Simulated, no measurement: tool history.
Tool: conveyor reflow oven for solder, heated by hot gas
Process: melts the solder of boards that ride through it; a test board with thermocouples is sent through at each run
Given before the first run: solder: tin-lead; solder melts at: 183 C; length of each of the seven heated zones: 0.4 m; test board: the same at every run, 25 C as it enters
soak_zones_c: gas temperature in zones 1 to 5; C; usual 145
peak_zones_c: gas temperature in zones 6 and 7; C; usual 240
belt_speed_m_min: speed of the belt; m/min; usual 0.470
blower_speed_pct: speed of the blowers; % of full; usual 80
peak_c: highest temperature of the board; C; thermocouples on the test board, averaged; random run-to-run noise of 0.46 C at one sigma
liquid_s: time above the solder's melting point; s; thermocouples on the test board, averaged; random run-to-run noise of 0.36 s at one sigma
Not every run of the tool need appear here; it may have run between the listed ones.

run,hour,soak_zones_c,peak_zones_c,belt_speed_m_min,blower_speed_pct,peak_c,liquid_s
1,0.0,145,240,0.470,80,230.4,91.6
# hour 7.9: flux residue cleaned out of gas plates and filters
2,16.1,145,240,0.470,80,230.7,92.7
3,31.9,145,240,0.470,80,231.3,92.0
4,43.7,145,240,0.470,80,231.2,92.1
5,61.0,145,240,0.470,77,230.9,91.9
6,75.9,145,240,0.470,79,231.9,92.1
7,93.1,145,240,0.470,79,231.6,91.4
8,106.4,145,240,0.470,79,230.9,92.3
9,115.4,148,245,0.395,79,239.0,116.5
10,128.0,148,251,0.395,89,246.7,120.0
11,140.5,145,240,0.470,80,232.0,92.5
12,155.9,145,240,0.470,80,231.6,92.6
13,163.8,155,248,0.558,72,232.7,83.3

3 ways to go on from here, each from the tool as it stands after run 13. What would each give?
A,176.8,145,242,0.433,88,?,?
B,176.8,145,240,0.470,62,?,?
C,176.8,155,248,0.506,72,?,?

run,peak_c,liquid_s
A,235.9,103.6
B,226.9,88.5
C,236.0,93.0
Take away the tool's hidden state, keep each run's random variation, and the runs would have read:
run,peak_c,liquid_s
A,236.1,103.7
B,227.1,88.6
C,236.2,93.1
